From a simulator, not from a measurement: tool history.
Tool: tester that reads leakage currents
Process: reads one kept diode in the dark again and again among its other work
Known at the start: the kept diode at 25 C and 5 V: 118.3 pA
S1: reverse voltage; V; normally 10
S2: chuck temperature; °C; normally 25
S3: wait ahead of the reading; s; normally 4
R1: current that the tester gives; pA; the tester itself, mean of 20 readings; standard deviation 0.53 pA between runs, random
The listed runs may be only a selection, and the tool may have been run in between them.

run 1 hour=0 | S1=10 S2=25 S3=4 | R1=176.13
run 2 hour=39.6 | S1=10 S2=25 S3=4 | R1=175.07
run 3 hour=68.1 | S1=10 S2=25 S3=4 | R1=175.23
run 4 hour=118.5 | S1=10 S2=25 S3=4 | R1=176.04
run 5 hour=159 | S1=10 S2=25 S3=4 | R1=175.15
run 6 hour=189.3 | S1=11.7 S2=25 S3=4 | R1=191.68
run 7 hour=245.4 | S1=10 S2=25 S3=4 | R1=175.89
run 8 hour=289.1 | S1=10 S2=25 S3=9.32 | R1=175.04
run 9 hour=341.7 | S1=3.4 S2=25 S3=4 | R1=95.09
run 10 hour=377.1 | S1=10 S2=25 S3=7.58 | R1=175.34
run 11 hour=416 | S1=10 S2=56 S3=7.58 | R1=1355.59
run 12 hour=467 | S1=7.1 S2=25 S3=0.57 | R1=145.73
run 13 hour=525.6 | S1=9.9 S2=38 S3=2.71 | R1=432.52
run 14 hour=555.1 | S1=9.9 S2=45 S3=1.13 | R1=679.01
run 15 hour=599.2 | S1=1 S2=25 S3=3.82 | R1=47.79
run 16 hour=647.1 | S1=16.9 S2=25 S3=0.51 | R1=240.43
run 17 hour=681.8 | S1=10 S2=25 S3=0.31 | R1=179.86
run 18 hour=728.4 | S1=10 S2=54 S3=4 | R1=1202.47
run 19 hour=776.7 | S1=4.1 S2=21 S3=3.58 | R1=79.03
run 20 hour=811.7 | S1=19.9 S2=21 S3=0.35 | R1=199.31
run 21 hour=849.1 | S1=19.9 S2=21 S3=0.35 | R1=200.99

Difference, measured minus no-hidden-state, one row per run. Run-to-run variation is common to both terms; the gauge's own scatter need not be:
Hidden conditions of the tool in this case: stray current of the dirty probe card, pA a volt; current scale over the true one, %; true chuck temperature over the reading, C; drift of the gauge itself on leakage_pa, %.
run=1 R1=+0.14
run=2 R1=+0.13
run=3 R1=+0.13
run=4 R1=+0.11
run=5 R1=+0.1
run=6 R1=+0.11
run=7 R1=+0.07
run=8 R1=+0.06
run=9 R1=-0.02
run=10 R1=+0.02
run=11 R1=-1.24
run=12 R1=-0.04
run=13 R1=-0.39
run=14 R1=-0.77
run=15 R1=-0.06
run=16 R1=+0.01
run=17 R1=-0.07
run=18 R1=-1.88
run=19 R1=-0.06
run=20 R1=+0.14
run=21 R1=+0.14
